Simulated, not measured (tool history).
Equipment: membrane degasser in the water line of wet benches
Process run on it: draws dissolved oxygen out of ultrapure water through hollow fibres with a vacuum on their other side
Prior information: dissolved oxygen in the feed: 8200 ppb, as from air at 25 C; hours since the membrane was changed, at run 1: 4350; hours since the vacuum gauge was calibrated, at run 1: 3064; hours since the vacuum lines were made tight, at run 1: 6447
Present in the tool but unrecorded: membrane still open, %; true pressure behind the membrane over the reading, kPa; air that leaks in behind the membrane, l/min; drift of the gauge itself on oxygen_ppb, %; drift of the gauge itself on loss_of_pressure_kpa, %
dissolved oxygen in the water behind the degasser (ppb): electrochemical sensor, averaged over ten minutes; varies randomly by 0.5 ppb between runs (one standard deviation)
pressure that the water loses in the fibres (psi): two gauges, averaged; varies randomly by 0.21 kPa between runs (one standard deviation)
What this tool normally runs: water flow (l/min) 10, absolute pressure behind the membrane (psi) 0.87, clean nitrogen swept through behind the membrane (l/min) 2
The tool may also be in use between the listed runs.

run     day  water flow (l/min)  absolute pressure behind the membrane (psi)  clean nitrogen swept through behind the membrane (l/min)  hours since the membrane was changed  hours since the vacuum gauge was calibrated  hours since the vacuum lines were made tight  dissolved oxygen in the water behind the degasser (ppb)  pressure that the water loses in the fibres (psi)
  1       0                  10                                         0.87                                                         2                                  4350                                         3064                                          6447                                                     43.7                                               7.31
  2   3.612                  10                                         0.87                                                         2                                  4437                                         3151                                          6533                                                     42.6                                              7.269
  3   5.912                  10                                         0.87                                                         2                                  4492                                         3206                                          6589                                                     42.6                                              7.316
  4   8.583                   7                                         0.87                                                         2                                  4556                                         3270                                          6653                                                     28.4                                              5.143
  5  11.912                   7                                         0.87                                                         2                                  4636                                         3350                                          6732                                                     28.7                                              5.137
  6  16.192                  10                                         0.87                                                         2                                  4739                                         3453                                          6835                                                     44.6                                              7.358
  7  18.508                  10                                         0.87                                                         2                                  4795                                         3508                                          6891                                                     43.3                                              7.384
  8      23                  10                                         0.87                                                         2                                  4902                                         3616                                          6999                                                     43.4                                              7.327
  9  26.404                  10                                         0.87                                                         2                                  4984                                         3698                                          7080                                                     43.8                                              7.337
 10  28.633                  10                                         0.87                                                         2                                  5038                                         3751                                          7134                                                     43.3                                              7.294
 11  31.617                  16                                         0.87                                                         2                                  5109                                         3823                                          7205                                                     83.2                                             11.731
 12  35.529                  16                                         0.87                                                         2                                  5203                                         3917                                          7299                                                     81.3                                             11.774
 13  39.458                  16                                         0.87                                                         2                                  5297                                         4011                                          7394                                                     81.6                                             11.747
 14  43.917                  16                                         0.87                                                      0.93                                  5404                                         4118                                          7501                                                    143.7                                             11.761
 15   47.55                  16                                         0.87                                                      0.93                                  5492                                         4205                                          7588                                                    140.3                                             11.734
     50.183  -- vacuum gauge calibrated
 16  51.933                  16                                         0.87                                                      0.93                                  5596                                           42                                          7692                                                    131.6                                              11.76
 17  55.083                  10                                        1.434                                                      2.72                                  5672                                          118                                          7768                                                     68.5                                              7.409
 18  59.283                  10                                        1.434                                                      2.72                                  5773                                          218                                          7869                                                     69.9                                              7.407
 19      63                  10                                        1.434                                                      2.72                                  5862                                          308                                          7958                                                     68.7                                              7.393
 20   65.75                   9                                        0.912                                                         2                                  5928                                          374                                          8024                                                     40.4                                              6.647
 21    68.2                   8                                        1.066                                                      2.55                                  5987                                          432                                          8083                                                     36.4                                              5.919
 22  72.388                  10                                        1.961                                                      0.81                                  6087                                          533                                          8183                                                    303.3                                              7.313
 23  74.679                   9                                        1.961                                                      1.69                                  6142                                          588                                          8238                                                      146                                              6.614
 24  76.958                   9                                        1.961                                                      5.54                                  6197                                          643                                          8293                                                       49                                               6.67
 25  79.612                   9                                        1.961                                                      5.54                                  6261                                          706                                          8357                                                     48.6                                              6.702
 26  81.642                  10                                        0.905                                                         2                                  6309                                          755                                          8406                                                     44.9                                              7.387
 27  85.071                   7                                         0.87                                                      1.07                                  6392                                          837                                          8488                                                     48.2                                              5.172
 28  89.412                  10                                         0.87                                                      0.88                                  6496                                          941                                          8592                                                     83.2                                              7.361
 29  92.792                  10                                         0.87                                                      0.88                                  6577                                         1023                                          8673                                                     83.8                                              7.368
 30  96.704                  14                                        1.095                                                      0.88                                  6671                                         1116                                          8767                                                    176.7                                             10.317
 31  98.742                  14                                        1.095                                                      0.88                                  6720                                         1165                                          8816                                                    177.3                                             10.305

Pick out some run-to-run changes in dissolved oxygen in the water behind the degasser (ppb). Of each, how much would a tool without hidden state show as well, from the settings, what came in and chance, and how much is left for the hidden state and any gauge scatter not in both results compared?
Run 15 -> 16: vacuum gauge calibrated. dissolved oxygen in the water behind the degasser (ppb) -8.7: hidden state -8.3, all else -0.4.
Run 21 -> 22: water flow (l/min) 8 -> 10, absolute pressure behind the membrane (psi) 1.066 -> 1.961, clean nitrogen swept through behind the membrane (l/min) 2.55 -> 0.81. dissolved oxygen in the water behind the degasser (ppb) +266.9: hidden state +9.4, all else +257.5.
Run 22 -> 23: water flow (l/min) 10 -> 9, clean nitrogen swept through behind the membrane (l/min) 0.81 -> 1.69. dissolved oxygen in the water behind the degasser (ppb) -157.3: hidden state -3.6, all else -153.7.
Run 23 -> 24: clean nitrogen swept through behind the membrane (l/min) 1.69 -> 5.54. dissolved oxygen in the water behind the degasser (ppb) -97: hidden state -4.7, all else -92.3.
